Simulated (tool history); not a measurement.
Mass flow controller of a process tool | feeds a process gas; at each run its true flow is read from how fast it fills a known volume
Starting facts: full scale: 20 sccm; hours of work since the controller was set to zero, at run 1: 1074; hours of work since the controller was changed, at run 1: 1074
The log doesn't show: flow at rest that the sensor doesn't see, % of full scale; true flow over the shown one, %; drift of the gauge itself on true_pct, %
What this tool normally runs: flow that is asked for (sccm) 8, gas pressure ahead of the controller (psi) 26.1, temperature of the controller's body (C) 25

| run | hour | flow that is asked for (sccm) | gas pressure ahead of the controller (psi) | temperature of the controller's body (C) | hours of work since the controller was set to zero | hours of work since the controller was changed | true flow (%) |
|---|---|---|---|---|---|---|---|
| 1 | 0.0 | 8 | 26.1 | 25 | 1074 | 1074 | 98.58 |
| 2 | 120.6 | 8 | 36.7 | 25 | 1122 | 1122 | 98.32 |
| 3 | 264.6 | 5 | 26.1 | 25 | 1179 | 1179 | 98.43 |
| 4 | 343.6 | 8 | 26.1 | 25 | 1211 | 1211 | 98.55 |
| 5 | 466.5 | 8 | 26.1 | 25 | 1260 | 1260 | 98.67 |
| 6 | 557.4 | 8 | 26.1 | 25 | 1296 | 1296 | 98.69 |
| 7 | 702.0 | 8 | 26.1 | 25 | 1354 | 1354 | 98.58 |
| 8 | 839.1 | 8 | 26.1 | 25 | 1408 | 1408 | 98.68 |
| 9 | 976.8 | 8 | 35.7 | 25 | 1463 | 1463 | 98.35 |
| 10 | 1041.7 | 8 | 26.1 | 34 | 1489 | 1489 | 99.65 |
| 11 | 1154.5 | 8 | 30.2 | 34 | 1534 | 1534 | 99.70 |
| 12 | 1237.1 | 8 | 26.1 | 25 | 1567 | 1567 | 98.48 |
| 13 | 1323.7 | 11 | 26.1 | 25 | 1602 | 1602 | 98.77 |
| 14 | 1399.4 | 11 | 26.1 | 25 | 1632 | 1632 | 98.86 |
| 15 | 1521.2 | 11 | 26.1 | 25 | 1680 | 1680 | 98.78 |
| 16 | 1590.7 | 11 | 26.1 | 25 | 1708 | 1708 | 98.72 |
| 17 | 1687.9 | 11 | 26.1 | 25 | 1747 | 1747 | 98.84 |
| 18 | 1761.9 | 11 | 26.1 | 25 | 1776 | 1776 | 98.75 |
| 19 | 1845.3 | 8 | 26.1 | 25 | 1810 | 1810 | 98.38 |
| 20 | 1928.8 | 5 | 26.1 | 35 | 1843 | 1843 | 99.53 |
| 21 | 1992.3 | 5 | 26.1 | 35 | 1868 | 1868 | 99.55 |
| 22 | 2134.6 | 10 | 21.5 | 25 | 1925 | 1925 | 98.61 |
| 23 | 2201.7 | 10 | 21.5 | 29 | 1952 | 1952 | 99.18 |
| 24 | 2316.9 | 8 | 27.7 | 25 | 1998 | 1998 | 98.47 |
| 25 | 2448.2 | 15 | 24.4 | 25 | 2050 | 2050 | 99.15 |
| 26 | 2592.8 | 4 | 26.1 | 24 | 2108 | 2108 | 98.38 |
| 27 | 2710.1 | 8 | 23.1 | 29 | 2155 | 2155 | 99.06 |
| 28 | 2807.1 | 8 | 26.4 | 25 | 2193 | 2193 | 98.41 |
| 29 | 2875.0 | 3 | 29.0 | 31 | 2221 | 2221 | 99.12 |
| 30 | 2989.4 | 16 | 28.4 | 33 | 2266 | 2266 | 99.95 |
| 31 | 3129.6 | 8 | 26.8 | 29 | 2322 | 2322 | 98.76 |
| 32 | 3211.8 | 12 | 24.4 | 29 | 2355 | 2355 | 99.15 |
| 33 | 3275.1 | 4 | 29.7 | 25 | 2380 | 2380 | 98.19 |
| 34 | 3351.3 | 8 | 26.1 | 24 | 2411 | 2411 | 98.18 |
| 35 | 3498.5 | 2 | 24.5 | 26 | 2469 | 2469 | 98.83 |
| 36 | 3600.0 | 8 | 38.4 | 23 | 2510 | 2510 | 97.91 |
| 37 | 3744.9 | 8 | 38.4 | 23 | 2568 | 2568 | 97.77 |

4 options for the next run, each taken on its own from the tool as it stands now. Forecast them:
| A | 3825.6 | 8 | 21.3 | 25 | 2600 | 2600 | ? |
| B | 3825.6 | 8 | 22.0 | 36 | 2600 | 2600 | ? |
| C | 3825.6 | 6 | 23.8 | 38 | 2600 | 2600 | ? |
| D | 3825.6 | 9 | 23.4 | 23 | 2600 | 2600 | ? |

| run | true flow (%) |
|---|---|
| A | 98.39 |
| B | 99.72 |
| C | 99.83 |
| D | 98.25 |
The same runs, with their run-to-run variation unchanged, on a tool lacking any hidden condition would have given:
| run | true flow (%) |
|---|---|
| A | 98.90 |
| B | 100.23 |
| C | 100.22 |
| D | 98.80 |
